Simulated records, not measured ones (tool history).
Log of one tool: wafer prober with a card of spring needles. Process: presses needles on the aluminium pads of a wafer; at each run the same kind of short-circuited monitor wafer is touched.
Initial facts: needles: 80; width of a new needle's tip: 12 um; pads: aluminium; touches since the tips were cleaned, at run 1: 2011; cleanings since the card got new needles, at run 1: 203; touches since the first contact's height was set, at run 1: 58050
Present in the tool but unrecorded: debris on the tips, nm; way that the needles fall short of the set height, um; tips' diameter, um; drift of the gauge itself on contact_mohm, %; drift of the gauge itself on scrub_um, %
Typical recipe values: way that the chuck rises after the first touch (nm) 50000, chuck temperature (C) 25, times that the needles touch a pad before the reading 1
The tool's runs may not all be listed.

run	day	way that the chuck rises after the first touch (nm)	chuck temperature (C)	times that the needles touch a pad before the reading	touches since the tips were cleaned	cleanings since the card got new needles	touches since the first contact's height was set	resistance of one needle with its contact and lead (mohm)	way that a needle slides on the pad (nm)
1	0	50000	25	1	2011	203	58050	201	7470
# day 0.262: tips cleaned on abrasive film
# day 0.783: tips cleaned on abrasive film
# day 1.429: tips cleaned on abrasive film
2	1.675	50000	25	1	1636	206	69171	195	7390
# day 2.067: tips cleaned on abrasive film
# day 2.712: tips cleaned on abrasive film
# day 3.362: tips cleaned on abrasive film
# day 4.012: tips cleaned on abrasive film
# day 4.529: tips cleaned on abrasive film
3	4.617	50000	25	1	576	211	88714	162	7220
# day 5.138: tips cleaned on abrasive film
# day 5.783: tips cleaned on abrasive film
# day 6.433: tips cleaned on abrasive film
# day 7.079: tips cleaned on abrasive film
4	7.204	50000	25	2	814	215	105909	162	7160
# day 7.721: tips cleaned on abrasive film
# day 8.371: tips cleaned on abrasive film
5	8.567	50000	25	2	1315	217	114983	172	7060
# day 8.958: tips cleaned on abrasive film
# day 9.479: tips cleaned on abrasive film
# day 9.996: tips cleaned on abrasive film
# day 10.646: tips cleaned on abrasive film
# day 11.292: tips cleaned on abrasive film
# day 11.812: tips cleaned on abrasive film
6	11.896	50000	25	2	542	223	137078	158	6940
# day 12.412: tips cleaned on abrasive film
# day 13.062: tips cleaned on abrasive film
# day 13.712: tips cleaned on abrasive film
# day 14.229: tips cleaned on abrasive film
# day 14.75: tips cleaned on abrasive film
7	15.029	50000	102	2	1871	228	157916	192	7050
# day 15.292: tips cleaned on abrasive film
# day 15.938: tips cleaned on abrasive film
# day 16.458: tips cleaned on abrasive film
# day 17.108: tips cleaned on abrasive film
# day 17.754: tips cleaned on abrasive film
8	18.017	50000	102	2	1745	233	177766	186	7050
# day 18.283: tips cleaned on abrasive film
# day 18.929: tips cleaned on abrasive film
# day 19.579: tips cleaned on abrasive film
# day 19.85: height of the first contact set anew
9	19.904	50000	102	2	2093	236	370	186	7500
# day 20.167: tips cleaned on abrasive film
# day 20.683: tips cleaned on abrasive film
# day 21.204: tips cleaned on abrasive film
# day 21.854: tips cleaned on abrasive film
10	22.129	50000	102	2	1861	240	15161	192	7470
# day 22.392: tips cleaned on abrasive film
# day 23.042: tips cleaned on abrasive film
# day 23.692: tips cleaned on abrasive film
# day 24.208: tips cleaned on abrasive film
# day 24.858: tips cleaned on abrasive film
11	24.938	50000	102	2	529	245	33796	171	7310
# day 25.454: tips cleaned on abrasive film
# day 26.104: tips cleaned on abrasive film
# day 26.754: tips cleaned on abrasive film
# day 27.271: tips cleaned on abrasive film
12	27.767	50000	102	2	3318	249	52633	203	7360
# day 27.9: tips cleaned on abrasive film
# day 28.421: tips cleaned on abrasive film
# day 28.942: tips cleaned on abrasive film
# day 29.588: tips cleaned on abrasive film
13	29.842	50000	25	1	1678	253	66380	196	7420
# day 30.229: tips cleaned on abrasive film
# day 30.879: tips cleaned on abrasive film
# day 31.529: tips cleaned on abrasive film
14	31.938	50000	25	1	2732	256	80320	232	7220
# day 32.067: tips cleaned on abrasive film
# day 32.588: tips cleaned on abrasive film
# day 33.238: tips cleaned on abrasive film
# day 33.883: tips cleaned on abrasive film
15	33.975	50000	25	1	599	260	93847	179	7210
# day 34.492: tips cleaned on abrasive film
# day 35.142: tips cleaned on abrasive film
16	35.429	50000	25	1	1929	262	103536	213	7100
# day 35.692: tips cleaned on abrasive film
# day 36.342: tips cleaned on abrasive film
# day 36.988: tips cleaned on abrasive film
17	37.079	50000	25	1	591	265	114472	180	7150
# day 37.596: tips cleaned on abrasive film
# day 38.246: tips cleaned on abrasive film
# day 38.892: tips cleaned on abrasive film
# day 39.542: tips cleaned on abrasive film
18	39.629	50000	25	1	581	269	131434	183	6940
# day 40.15: tips cleaned on abrasive film
# day 40.667: tips cleaned on abrasive film
# day 41.317: tips cleaned on abrasive film
# day 41.967: tips cleaned on abrasive film
# day 42.612: tips cleaned on abrasive film
19	42.779	52000	70	2	1100	274	152364	183	7310
# day 43.167: tips cleaned on abrasive film
# day 43.688: tips cleaned on abrasive film
# day 44.338: tips cleaned on abrasive film
# day 44.983: tips cleaned on abrasive film
20	45.138	52000	70	2	1020	278	168042	177	7260
# day 45.529: tips cleaned on abrasive film
# day 46.175: tips cleaned on abrasive film
21	46.558	42000	29	2	2562	280	177498	236	5800
# day 46.821: tips cleaned on abrasive film
# day 47.342: tips cleaned on abrasive film
# day 47.988: tips cleaned on abrasive film
# day 48.388: height of the first contact set anew
# day 48.65: tips cleaned on abrasive film
22	49.112	41000	25	2	3105	284	4830	229	6270
# day 49.246: tips cleaned on abrasive film
# day 49.767: tips cleaned on abrasive film
# day 50.288: tips cleaned on abrasive film
# day 50.933: tips cleaned on abrasive film
23	51.112	41000	25	2	1192	288	18091	184	6050
# day 51.504: tips cleaned on abrasive film
# day 52.15: tips cleaned on abrasive film
# day 52.8: tips cleaned on abrasive film
# day 53.45: tips cleaned on abrasive film
24	53.842	41000	25	2	2620	292	36229	226	6160
# day 53.975: tips cleaned on abrasive film
# day 54.621: tips cleaned on abrasive film
# day 55.142: tips cleaned on abrasive film
# day 55.792: tips cleaned on abrasive film
# day 56.308: tips cleaned on abrasive film
# day 56.829: tips cleaned on abrasive film
25	57.083	39000	25	2	1696	298	57765	211	5690
# day 57.475: tips cleaned on abrasive film
# day 57.992: tips cleaned on abrasive film
26	58.496	39000	25	2	3350	300	67151	263	5570
# day 58.629: tips cleaned on abrasive film
# day 59.275: tips cleaned on abrasive film
# day 59.925: tips cleaned on abrasive film
27	59.996	69000	30	1	489	303	77123	156	10140

Predict each of these 3 candidate next runs independently; none follows another, all start after run 27:
# day 60.517: tips cleaned on abrasive film
# day 61.167: tips cleaned on abrasive film
# day 61.812: tips cleaned on abrasive film
# day 62.333: tips cleaned on abrasive film
A	62.479	48000	30	1	988	307	93630	?	?
# day 60.517: tips cleaned on abrasive film
# day 61.167: tips cleaned on abrasive film
# day 61.812: tips cleaned on abrasive film
# day 62.333: tips cleaned on abrasive film
B	62.479	35000	25	2	988	307	93630	?	?
# day 60.517: tips cleaned on abrasive film
# day 61.167: tips cleaned on abrasive film
# day 61.812: tips cleaned on abrasive film
# day 62.333: tips cleaned on abrasive film
C	62.479	40000	48	2	988	307	93630	?	?

run	resistance of one needle with its contact and lead (mohm)	way that a needle slides on the pad (nm)
A	190	6920
B	198	5030
C	184	5650
Stripped of hidden state, with their random variation kept, the same runs would have yielded:
run	resistance of one needle with its contact and lead (mohm)	way that a needle slides on the pad (nm)
A	138	7260
B	139	5360
C	139	5980

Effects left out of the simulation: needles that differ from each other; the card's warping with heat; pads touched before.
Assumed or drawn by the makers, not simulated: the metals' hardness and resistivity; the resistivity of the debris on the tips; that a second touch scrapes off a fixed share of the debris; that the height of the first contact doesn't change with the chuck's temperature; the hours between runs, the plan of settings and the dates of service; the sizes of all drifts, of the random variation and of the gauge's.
